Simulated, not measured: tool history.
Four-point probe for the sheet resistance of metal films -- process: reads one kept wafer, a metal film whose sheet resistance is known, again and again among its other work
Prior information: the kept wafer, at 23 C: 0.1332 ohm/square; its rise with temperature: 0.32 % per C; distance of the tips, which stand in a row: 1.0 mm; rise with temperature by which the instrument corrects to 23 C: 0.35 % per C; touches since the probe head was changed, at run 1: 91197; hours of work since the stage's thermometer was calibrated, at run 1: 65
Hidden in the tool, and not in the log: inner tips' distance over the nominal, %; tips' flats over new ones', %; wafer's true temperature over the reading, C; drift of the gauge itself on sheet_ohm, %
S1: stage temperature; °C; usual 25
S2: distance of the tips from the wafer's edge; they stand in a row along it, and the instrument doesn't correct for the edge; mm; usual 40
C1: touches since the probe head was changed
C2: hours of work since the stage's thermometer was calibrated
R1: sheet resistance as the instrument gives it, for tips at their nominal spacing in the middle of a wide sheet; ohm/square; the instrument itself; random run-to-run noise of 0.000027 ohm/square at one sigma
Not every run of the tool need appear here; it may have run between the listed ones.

run 1 hour=0.0 | S1=25 S2=40 | C1=91197 C2=65 | R1=0.133713
run 2 hour=12.9 | S1=25 S2=40 | C1=91844 C2=73 | R1=0.133754
run 3 hour=28.1 | S1=25 S2=40 | C1=92609 C2=82 | R1=0.133750
run 4 hour=38.3 | S1=25 S2=40 | C1=93119 C2=89 | R1=0.133715
run 5 hour=55.7 | S1=25 S2=38 | C1=93992 C2=100 | R1=0.133764
run 6 hour=63.3 | S1=25 S2=38 | C1=94374 C2=105 | R1=0.133785
run 7 hour=71.4 | S1=19 S2=40 | C1=94781 C2=110 | R1=0.133981
run 8 hour=79.5 | S1=25 S2=40 | C1=95188 C2=115 | R1=0.133796
run 9 hour=88.8 | S1=25 S2=40 | C1=95653 C2=121 | R1=0.133779
run 10 hour=103.9 | S1=25 S2=40 | C1=96412 C2=131 | R1=0.133805
run 11 hour=120.6 | S1=25 S2=40 | C1=97246 C2=141 | R1=0.133825
run 12 hour=128.4 | S1=25 S2=40 | C1=97638 C2=146 | R1=0.133798
run 13 hour=135.8 | S1=25 S2=40 | C1=98012 C2=151 | R1=0.133823
run 14 hour=145.5 | S1=25 S2=40 | C1=98500 C2=157 | R1=0.133818
run 15 hour=158.9 | S1=25 S2=5 | C1=99172 C2=166 | R1=0.136611
run 16 hour=170.7 | S1=25 S2=5 | C1=99765 C2=173 | R1=0.136595
run 17 hour=185.4 | S1=25 S2=67 | C1=100498 C2=182 | R1=0.133829
run 18 hour=201.8 | S1=25 S2=67 | C1=101324 C2=193 | R1=0.133813
run 19 hour=213.4 | S1=25 S2=67 | C1=101906 C2=200 | R1=0.133809
run 20 hour=225.9 | S1=20 S2=67 | C1=102534 C2=208 | R1=0.133987

Run 21 is up next; what results do you expect?
run 21 hour=241.7 | S1=20 S2=67 | C1=103324 C2=218 | R1=?

R1: 0.134023 ohm/square
Without the tool's hidden state the same run would have given R1 0.133333 ohm/square.
